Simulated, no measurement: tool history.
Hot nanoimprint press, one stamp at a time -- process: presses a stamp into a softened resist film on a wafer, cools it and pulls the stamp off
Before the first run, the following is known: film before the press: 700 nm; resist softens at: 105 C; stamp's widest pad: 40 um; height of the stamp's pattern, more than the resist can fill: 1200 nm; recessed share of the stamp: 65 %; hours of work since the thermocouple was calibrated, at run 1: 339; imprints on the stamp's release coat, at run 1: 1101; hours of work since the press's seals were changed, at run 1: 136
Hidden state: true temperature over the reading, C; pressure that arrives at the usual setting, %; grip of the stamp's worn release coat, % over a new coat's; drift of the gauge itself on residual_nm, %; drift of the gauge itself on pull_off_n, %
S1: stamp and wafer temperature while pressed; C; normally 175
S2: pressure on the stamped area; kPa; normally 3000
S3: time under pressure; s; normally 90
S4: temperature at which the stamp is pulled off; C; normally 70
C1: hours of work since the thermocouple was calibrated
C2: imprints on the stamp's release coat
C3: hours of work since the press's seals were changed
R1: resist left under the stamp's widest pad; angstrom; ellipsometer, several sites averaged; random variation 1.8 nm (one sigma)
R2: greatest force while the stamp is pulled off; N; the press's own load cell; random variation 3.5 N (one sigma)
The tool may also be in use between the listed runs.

run 1 hour=0.0 | S1=175 S2=3000 S3=90 S4=70 | C1=339 C2=1101 C3=136 | R1=4014 R2=167
run 2 hour=23.0 | S1=175 S2=3000 S3=90 S4=70 | C1=350 C2=1141 C3=147 | R1=4015 R2=171
run 3 hour=39.5 | S1=175 S2=3000 S3=90 S4=70 | C1=358 C2=1169 C3=155 | R1=4025 R2=168
run 4 hour=50.4 | S1=175 S2=3000 S3=90 S4=70 | C1=363 C2=1188 C3=160 | R1=4053 R2=169
run 5 hour=72.0 | S1=175 S2=3000 S3=90 S4=70 | C1=374 C2=1226 C3=171 | R1=4049 R2=170
run 6 hour=90.1 | S1=175 S2=3000 S3=90 S4=70 | C1=382 C2=1257 C3=180 | R1=4039 R2=170
run 7 hour=107.3 | S1=175 S2=3000 S3=90 S4=70 | C1=391 C2=1287 C3=188 | R1=4051 R2=169
run 8 hour=124.8 | S1=175 S2=3000 S3=90 S4=70 | C1=399 C2=1317 C3=196 | R1=4097 R2=168
run 9 hour=146.4 | S1=175 S2=4010 S3=90 S4=70 | C1=410 C2=1355 C3=207 | R1=3625 R2=167
run 10 hour=170.5 | S1=175 S2=4010 S3=90 S4=70 | C1=421 C2=1397 C3=219 | R1=3631 R2=171
run 11 hour=190.4 | S1=175 S2=3000 S3=90 S4=70 | C1=431 C2=1431 C3=228 | R1=4113 R2=166
run 12 hour=209.1 | S1=175 S2=3000 S3=90 S4=70 | C1=440 C2=1464 C3=237 | R1=4105 R2=164
run 13 hour=226.1 | S1=175 S2=3000 S3=90 S4=70 | C1=448 C2=1493 C3=245 | R1=4121 R2=172
-- hour=239.1 gauge calibrated
run 14 hour=249.8 | S1=175 S2=3000 S3=90 S4=70 | C1=460 C2=1534 C3=257 | R1=4010 R2=171
run 15 hour=262.9 | S1=175 S2=3000 S3=107 S4=70 | C1=466 C2=1557 C3=263 | R1=3749 R2=172
-- hour=273.9 plate thermocouple calibrated
run 16 hour=282.2 | S1=175 S2=3000 S3=97 S4=69 | C1=4 C2=1585 C3=271 | R1=3909 R2=174
run 17 hour=305.2 | S1=175 S2=3080 S3=90 S4=71 | C1=15 C2=1625 C3=282 | R1=4001 R2=169
run 18 hour=327.7 | S1=170 S2=2830 S3=178 S4=67 | C1=26 C2=1664 C3=293 | R1=3955 R2=182
run 19 hour=349.8 | S1=170 S2=2830 S3=178 S4=67 | C1=37 C2=1703 C3=304 | R1=3931 R2=180
run 20 hour=370.5 | S1=170 S2=2830 S3=178 S4=67 | C1=47 C2=1739 C3=314 | R1=3929 R2=181
-- hour=397.4 stamp cleaned and given a new release coat
run 21 hour=399.7 | S1=172 S2=2740 S3=85 S4=76 | C1=58 C2=4 C3=325 | R1=4683 R2=148
run 22 hour=412.7 | S1=175 S2=3840 S3=56 S4=62 | C1=64 C2=26 C3=331 | R1=4310 R2=198
run 23 hour=436.8 | S1=175 S2=3840 S3=56 S4=62 | C1=76 C2=68 C3=343 | R1=4311 R2=192
run 24 hour=459.6 | S1=175 S2=3840 S3=56 S4=62 | C1=87 C2=108 C3=354 | R1=4337 R2=195
run 25 hour=472.0 | S1=175 S2=3840 S3=56 S4=62 | C1=93 C2=129 C3=360 | R1=4292 R2=203
run 26 hour=482.9 | S1=175 S2=3840 S3=56 S4=62 | C1=98 C2=148 C3=365 | R1=4299 R2=205
run 27 hour=496.7 | S1=175 S2=3840 S3=56 S4=62 | C1=105 C2=172 C3=372 | R1=4333 R2=194
run 28 hour=513.7 | S1=175 S2=2050 S3=56 S4=68 | C1=113 C2=202 C3=380 | R1=5352 R2=169
-- hour=531.5 gauge calibrated
run 29 hour=536.1 | S1=175 S2=2050 S3=56 S4=68 | C1=124 C2=241 C3=391 | R1=5139 R2=177

Alternative continuations, all from the tool just after run 29; predict every row:
run A hour=551.7 | S1=181 S2=2050 S3=122 S4=68 | C1=132 C2=268 C3=399 | R1=? R2=?
run B hour=551.7 | S1=176 S2=3000 S3=168 S4=73 | C1=132 C2=268 C3=399 | R1=? R2=?
run C hour=551.7 | S1=178 S2=3760 S3=56 S4=68 | C1=132 C2=268 C3=399 | R1=? R2=?
run D hour=551.7 | S1=175 S2=3000 S3=90 S4=60 | C1=132 C2=268 C3=399 | R1=? R2=?
run E hour=551.7 | S1=175 S2=3720 S3=90 S4=70 | C1=132 C2=268 C3=399 | R1=? R2=?

run=A R1=3470 R2=180
run=B R1=3139 R2=168
run=C R1=3862 R2=181
run=D R1=4010 R2=200
run=E R1=3674 R2=175
Without the tool's hidden state the same runs would have given:
run=A R1=3461 R2=180
run=B R1=3131 R2=168
run=C R1=3852 R2=181
run=D R1=3999 R2=200
run=E R1=3664 R2=175
